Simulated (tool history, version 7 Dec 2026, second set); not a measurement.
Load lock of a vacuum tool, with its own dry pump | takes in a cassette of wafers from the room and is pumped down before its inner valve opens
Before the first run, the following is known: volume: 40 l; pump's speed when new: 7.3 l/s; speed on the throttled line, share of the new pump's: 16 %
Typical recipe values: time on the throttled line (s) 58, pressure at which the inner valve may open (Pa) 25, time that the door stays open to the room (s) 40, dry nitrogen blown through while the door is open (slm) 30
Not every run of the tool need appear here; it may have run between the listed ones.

run,hour,time on the throttled line (s),pressure at which the inner valve may open (Pa),time that the door stays open to the room (s),dry nitrogen blown through while the door is open (slm),"incoming humidity of the room's air, %",time from the closed door until the inner valve may open (s),rise of the pressure with all valves shut (Pa/min)
1,0,58,25,40,30,45.6,96.1,0.18
2,178.9,58,25,40,30,43.8,95.5,0.169
3,329,58,25,40,30,44.9,94.6,0.185
4,470.7,58,25,38,30,46.2,96.1,0.187
5,557.1,58,25,38,30,46.1,94.8,0.193
6,699.7,58,25,40,16,47.3,95.9,0.202
7,825.4,58,25,40,16,43.2,94.9,0.198
8,1030.2,58,25,40,16,42.8,96.7,0.211
9,1136.5,58,25,40,16,44.3,96.2,0.21
10,1287,58,25,40,16,47.3,95.9,0.225
11,1413.8,58,33,40,30,48.9,94.5,0.222
12,1619.1,58,33,40,30,45.6,94.8,0.226
13,1778.7,58,25,40,30,45,95.7,0.239
14,1870.2,58,25,205,30,43,95.4,0.279
15,2047,58,25,205,30,48.3,97.3,0.289
16,2186.4,58,25,40,30,46.7,96.2,0.252
17,2306.7,58,25,40,30,45.4,96.1,0.254
# hour 2384.6: door's seal changed, seat wiped
18,2487.2,58,25,40,30,45.5,96.3,0.023
19,2691,58,38,40,30,45.4,94.2,0.02
20,2881.8,44,38,40,32,47.3,82.4,0.021
21,3061.2,44,38,40,32,46,82.3,0.031
22,3226.8,32,23,54,9,47.6,74.9,0.046
23,3383.1,32,23,54,9,42.9,74.7,0.051
24,3558.9,68,33,45,12,44.7,103.4,0.045
25,3733,58,21,40,30,42.2,98.3,0.033
26,3873,58,21,40,30,45.1,97.6,0.029
27,4001.3,58,35,40,7,45.7,94.6,0.047
28,4097.9,58,35,40,7,46.2,95.2,0.048
29,4248.3,82,35,40,19,43.9,114.7,0.039
30,4385,83,25,40,30,45.9,118.5,0.037

Predict the results of run 31:
31,4532.8,39,25,139,24,46,?,?

{"run 31": {"time from the closed door until the inner valve may open (s)": 81.4, "rise of the pressure with all valves shut (Pa/min)": 0.079}}
Without the tool's hidden state the same run would have given time from the closed door until the inner valve may open (s) 78.1, rise of the pressure with all valves shut (Pa/min) 0.058.

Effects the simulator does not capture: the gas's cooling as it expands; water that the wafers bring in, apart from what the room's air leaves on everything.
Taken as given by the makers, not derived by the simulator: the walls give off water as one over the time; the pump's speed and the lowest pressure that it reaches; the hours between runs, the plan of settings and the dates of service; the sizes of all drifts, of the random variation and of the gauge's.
